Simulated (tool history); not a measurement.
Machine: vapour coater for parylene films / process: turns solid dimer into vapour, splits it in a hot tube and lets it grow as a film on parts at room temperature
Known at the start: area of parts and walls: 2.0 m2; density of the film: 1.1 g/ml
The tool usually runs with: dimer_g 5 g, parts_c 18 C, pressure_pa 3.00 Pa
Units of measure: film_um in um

run	hour	dimer_g	parts_c	pressure_pa	film_um
1	0.0	5	18	3.00	1.86
2	30.6	5	18	3.00	1.82
3	66.4	5	19	3.00	1.72
4	123.9	5	19	3.00	1.72
5	154.5	5	19	3.00	1.71
6	203.7	5	18	3.00	1.77
7	244.9	5	21	3.00	1.52
8	306.9	5	21	3.00	1.51
9	351.9	5	21	3.00	1.48
10	410.6	5	21	3.00	1.45
11	464.2	5	21	3.00	1.45
12	491.9	5	18	3.00	1.64
# hour 512.8: trap's valve overhauled
13	539.1	4	18	2.45	1.57
14	569.7	2	11	3.45	0.88
15	601.2	5	23	3.00	1.46
16	629.8	9	19	11.94	2.53
17	671.9	5	19	11.26	1.42
18	723.5	5	19	11.26	1.37
19	754.4	5	19	11.26	1.38
20	789.2	5	15	8.79	1.73
21	815.7	3	14	3.00	1.24
# hour 836.7: table's thermometer calibrated
22	875.9	3	14	3.00	1.17
23	911.7	5	18	3.00	1.65
24	950.7	5	18	3.00	1.63

4 ways to go on from here, each from the tool as it stands after run 24. What would each give?
A	977.0	6	25	4.34	?
B	977.0	5	11	3.00	?
C	977.0	5	28	3.00	?
D	977.0	4	13	10.96	?

run	film_um
A	1.33
B	1.95
C	1.02
D	1.31
What these runs would have given with no unlogged condition in the tool:
run	film_um
A	1.47
B	2.19
C	1.13
D	1.44

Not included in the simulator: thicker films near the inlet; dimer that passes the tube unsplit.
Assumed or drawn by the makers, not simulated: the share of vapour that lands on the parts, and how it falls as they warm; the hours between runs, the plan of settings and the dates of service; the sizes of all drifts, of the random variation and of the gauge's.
